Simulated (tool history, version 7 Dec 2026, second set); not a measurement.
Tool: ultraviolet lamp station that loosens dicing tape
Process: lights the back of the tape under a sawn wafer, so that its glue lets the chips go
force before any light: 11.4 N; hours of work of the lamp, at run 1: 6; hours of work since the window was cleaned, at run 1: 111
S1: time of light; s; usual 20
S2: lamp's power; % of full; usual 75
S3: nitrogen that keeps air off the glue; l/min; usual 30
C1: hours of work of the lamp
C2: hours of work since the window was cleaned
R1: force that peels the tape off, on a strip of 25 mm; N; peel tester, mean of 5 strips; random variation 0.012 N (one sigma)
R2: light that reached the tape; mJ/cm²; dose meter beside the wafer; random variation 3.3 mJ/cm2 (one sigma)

run	day	S1	S2	S3	C1	C2	R1	R2
1	0	20	75	30	6	111	0.625	485
2	3.196	20	75	30	38	144	0.696	466
3	5.517	20	75	30	62	167	0.705	452
4	7.35	24	75	30	81	186	0.51	541
5	10.488	14	75	30	113	218	1.558	309
6	13.588	14	75	30	144	250	1.689	301
7	15.458	20	75	30	163	269	0.872	422
8	17.792	20	75	58	187	293	0.703	419
# day 19.012: window cleaned of glue's vapour
9	21.467	20	75	58	224	25	0.947	357
10	23.617	20	75	58	246	47	0.977	342
11	25.212	20	75	15	263	63	1.729	342
12	27.138	20	75	15	282	83	1.825	335
13	30.054	29	75	30	312	113	0.678	475
14	32.35	29	75	15	335	136	0.98	462
# day 33.217: window cleaned of glue's vapour, once more
15	35.929	35	75	30	372	28	0.283	788
16	39.129	35	75	30	404	60	0.298	765
17	41.954	11	75	30	433	89	2.409	235
18	45.608	11	75	30	471	126	2.548	228
19	48.183	20	75	38	497	153	0.835	408
20	51.679	20	75	38	532	188	0.908	396
21	54.342	12	75	30	560	216	2.564	234
22	57.879	12	75	11	596	252	3.47	225
23	59.783	26	71	30	615	271	0.744	450
24	62.417	11	61	25	642	298	4.178	161
# day 63.004: window cleaned of glue's vapour
25	66.062	11	61	25	679	31	3.598	184
26	67.738	11	61	25	696	48	3.519	182
27	69.683	12	75	24	716	68	2.569	245
28	71.967	20	61	18	739	91	1.775	322
29	74.296	20	81	14	763	115	1.227	421
30	77.462	16	63	30	795	148	2.205	252
31	79.067	16	63	30	812	164	2.361	247
32	81.3	10	82	48	834	187	2.841	200
33	83.283	10	82	48	855	207	2.808	195
34	86.383	31	90	40	886	239	0.335	646
35	89.629	16	75	39	919	272	1.83	267
36	91.6	16	75	39	940	292	1.912	263
# day 92.904: window cleaned of glue's vapour
37	94.162	24	82	30	965	13	0.57	503
# day 96.721: lamp changed
38	97.179	20	95	15	5	43	0.507	638
39	100.738	20	95	15	41	79	0.535	629
40	103.092	12	97	28	65	103	1.138	371
41	105.542	12	97	28	90	128	1.182	367

5 ways to go on from here, each from the tool as it stands after run 41. What would each give?
A	109.075	22	80	26	126	165	?	?
B	109.075	26	97	28	126	165	?	?
C	109.075	20	97	28	126	165	?	?
D	109.075	12	97	51	126	165	?	?
E	109.075	16	96	20	126	165	?	?

run	R1	R2
A	0.543	531
B	0.287	762
C	0.435	587
D	1.01	354
E	0.806	468
Without the tool's hidden state the same runs would have given:
run	R1	R2
A	0.418	606
B	0.255	869
C	0.346	669
D	0.767	403
E	0.609	533

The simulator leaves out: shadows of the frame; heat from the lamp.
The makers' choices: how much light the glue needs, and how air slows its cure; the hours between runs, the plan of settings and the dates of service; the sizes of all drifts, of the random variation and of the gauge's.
